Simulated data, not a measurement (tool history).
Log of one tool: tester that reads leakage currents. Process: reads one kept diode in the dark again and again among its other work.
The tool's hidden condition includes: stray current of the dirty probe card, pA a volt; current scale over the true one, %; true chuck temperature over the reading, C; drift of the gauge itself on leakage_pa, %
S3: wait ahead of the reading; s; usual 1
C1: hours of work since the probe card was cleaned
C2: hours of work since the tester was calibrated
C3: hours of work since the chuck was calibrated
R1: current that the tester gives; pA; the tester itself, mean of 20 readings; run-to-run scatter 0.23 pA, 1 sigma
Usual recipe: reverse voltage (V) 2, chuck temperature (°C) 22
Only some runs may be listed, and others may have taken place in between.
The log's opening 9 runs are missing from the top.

{"run": 10, "hour": 596.9, "reverse voltage (V)": 2, "chuck temperature (°C)": 22, "S3": 1.41, "C1": 1548, "C2": 1961, "C3": 196, "R1": 72.86}
{"run": 11, "hour": 684.3, "reverse voltage (V)": 2, "chuck temperature (°C)": 22, "S3": 1.41, "C1": 1588, "C2": 2002, "C3": 236, "R1": 71.5}
{"run": 12, "hour": 767.5, "reverse voltage (V)": 2, "chuck temperature (°C)": 22, "S3": 1.41, "C1": 1626, "C2": 2040, "C3": 275, "R1": 70.81}
{"run": 13, "hour": 825.4, "reverse voltage (V)": 2, "chuck temperature (°C)": 22, "S3": 1, "C1": 1652, "C2": 2066, "C3": 301, "R1": 70.4}
{"run": 14, "hour": 915.5, "reverse voltage (V)": 2, "chuck temperature (°C)": 22, "S3": 1, "C1": 1694, "C2": 2108, "C3": 343, "R1": 68.72}
{"hour": 926.0, "done": "tester calibrated"}
{"run": 15, "hour": 991.6, "reverse voltage (V)": 4.72, "chuck temperature (°C)": 22, "S3": 1, "C1": 1728, "C2": 30, "C3": 376, "R1": 100.97}
{"run": 16, "hour": 1079.1, "reverse voltage (V)": 4.72, "chuck temperature (°C)": 22, "S3": 1, "C1": 1768, "C2": 70, "C3": 417, "R1": 99.35}
{"run": 17, "hour": 1123.0, "reverse voltage (V)": 4.72, "chuck temperature (°C)": 22, "S3": 1, "C1": 1788, "C2": 90, "C3": 437, "R1": 98.25}
{"run": 18, "hour": 1209.7, "reverse voltage (V)": 2, "chuck temperature (°C)": 22, "S3": 1, "C1": 1828, "C2": 130, "C3": 477, "R1": 65.18}
{"run": 19, "hour": 1300.9, "reverse voltage (V)": 2, "chuck temperature (°C)": 22, "S3": 1, "C1": 1870, "C2": 172, "C3": 518, "R1": 63.98}
{"hour": 1355.0, "done": "chuck's temperature calibrated"}
{"run": 20, "hour": 1374.4, "reverse voltage (V)": 2, "chuck temperature (°C)": 22, "S3": 1, "C1": 1902, "C2": 205, "C3": 9, "R1": 76.93}
{"run": 21, "hour": 1462.0, "reverse voltage (V)": 2, "chuck temperature (°C)": 22, "S3": 1, "C1": 1943, "C2": 245, "C3": 49, "R1": 75.87}
{"hour": 1491.5, "done": "tester calibrated, once more"}
{"run": 22, "hour": 1552.2, "reverse voltage (V)": 2.71, "chuck temperature (°C)": 51, "S3": 8.13, "C1": 1983, "C2": 28, "C3": 90, "R1": 1167.76}
{"run": 23, "hour": 1643.4, "reverse voltage (V)": 2.71, "chuck temperature (°C)": 51, "S3": 8.13, "C1": 2025, "C2": 70, "C3": 131, "R1": 1150.28}
{"run": 24, "hour": 1702.9, "reverse voltage (V)": 14.11, "chuck temperature (°C)": 33, "S3": 3.45, "C1": 2052, "C2": 97, "C3": 159, "R1": 498.83}
{"run": 25, "hour": 1788.8, "reverse voltage (V)": 14.11, "chuck temperature (°C)": 33, "S3": 3.45, "C1": 2092, "C2": 136, "C3": 198, "R1": 490.38}
{"run": 26, "hour": 1850.7, "reverse voltage (V)": 1.66, "chuck temperature (°C)": 32, "S3": 1, "C1": 2120, "C2": 165, "C3": 226, "R1": 170.53}
{"run": 27, "hour": 1924.6, "reverse voltage (V)": 1.66, "chuck temperature (°C)": 32, "S3": 1, "C1": 2154, "C2": 199, "C3": 260, "R1": 168.58}
{"run": 28, "hour": 1972.4, "reverse voltage (V)": 1.66, "chuck temperature (°C)": 32, "S3": 1, "C1": 2176, "C2": 221, "C3": 282, "R1": 166.42}
{"run": 29, "hour": 2026.1, "reverse voltage (V)": 1.66, "chuck temperature (°C)": 32, "S3": 1, "C1": 2200, "C2": 245, "C3": 307, "R1": 165.44}
{"run": 30, "hour": 2089.6, "reverse voltage (V)": 1, "chuck temperature (°C)": 21, "S3": 6.66, "C1": 2230, "C2": 274, "C3": 336, "R1": 45.75}
{"run": 31, "hour": 2147.5, "reverse voltage (V)": 1, "chuck temperature (°C)": 21, "S3": 6.66, "C1": 2256, "C2": 301, "C3": 363, "R1": 44.99}

Forecast run 32:
{"run": 32, "hour": 2242.3, "reverse voltage (V)": 4.68, "chuck temperature (°C)": 22, "S3": 5.83, "C1": 2300, "C2": 344, "C3": 406, "R1": "?"}

{"run 32": {"R1": 99.45}}
On a tool with no hidden condition, and with the same random variation, this run would have come out at R1 108.87 pA.
